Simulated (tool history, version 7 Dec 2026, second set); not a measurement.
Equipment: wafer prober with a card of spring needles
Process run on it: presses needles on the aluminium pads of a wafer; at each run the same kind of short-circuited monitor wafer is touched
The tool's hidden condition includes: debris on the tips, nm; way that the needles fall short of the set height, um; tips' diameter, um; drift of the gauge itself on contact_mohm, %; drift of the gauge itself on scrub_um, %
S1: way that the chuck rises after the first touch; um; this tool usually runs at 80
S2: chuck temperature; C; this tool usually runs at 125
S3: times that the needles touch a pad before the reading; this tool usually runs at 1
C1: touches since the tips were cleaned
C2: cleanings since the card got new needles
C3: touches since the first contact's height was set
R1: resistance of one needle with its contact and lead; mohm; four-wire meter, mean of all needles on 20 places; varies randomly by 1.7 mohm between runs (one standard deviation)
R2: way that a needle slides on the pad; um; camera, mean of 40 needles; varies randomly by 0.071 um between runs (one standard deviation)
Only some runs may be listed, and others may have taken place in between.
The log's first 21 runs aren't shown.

run	hour	S1	S2	S3	C1	C2	C3	R1	R2
# hour 156.3: tips cleaned on abrasive film
22	159.6	74	49	1	979	21	8198	174	14.08
23	165.5	74	49	1	2710	21	9929	189	14.23
# hour 168.4: tips cleaned on abrasive film
24	170.7	87	104	1	668	22	11413	166	16.41
25	178.6	87	27	3	2972	22	13717	155	16.49
# hour 180.2: tips cleaned on abrasive film
26	187.2	80	85	1	2064	23	16220	183	15.17
27	191.4	76	30	1	3291	23	17447	184	14.43
# hour 191.9: tips cleaned on abrasive film
28	199.5	60	33	2	2212	24	19794	186	11.39
# hour 203.7: tips cleaned on abrasive film
29	206.9	63	31	2	920	25	21929	171	11.91
30	213.6	63	31	2	2883	25	23892	186	11.86
# hour 215.8: tips cleaned on abrasive film
31	220.6	99	125	2	1421	26	25933	167	18.69
32	227.0	80	125	1	3303	26	27815	198	15.13
# hour 228.0: tips cleaned on abrasive film
33	236.5	80	125	1	2477	27	30551	194	15.12
# hour 239.9: tips cleaned on abrasive film
34	240.5	73	64	1	179	28	31693	166	13.73
35	248.8	65	62	2	2627	28	34141	186	12.21

What if the next run were any one of these 3? Each begins from the tool's condition after run 35:
# hour 251.7: tips cleaned on abrasive film
A	254.9	80	98	1	960	29	35907	?	?
# hour 251.7: tips cleaned on abrasive film
B	254.9	78	62	2	960	29	35907	?	?
# hour 251.7: tips cleaned on abrasive film
C	254.9	61	42	1	960	29	35907	?	?

run	R1	R2
A	177	14.93
B	163	14.71
C	186	11.43
Stripped of hidden state, with their random variation kept, the same runs would have yielded:
run	R1	R2
A	162	15.13
B	152	14.92
C	159	11.64

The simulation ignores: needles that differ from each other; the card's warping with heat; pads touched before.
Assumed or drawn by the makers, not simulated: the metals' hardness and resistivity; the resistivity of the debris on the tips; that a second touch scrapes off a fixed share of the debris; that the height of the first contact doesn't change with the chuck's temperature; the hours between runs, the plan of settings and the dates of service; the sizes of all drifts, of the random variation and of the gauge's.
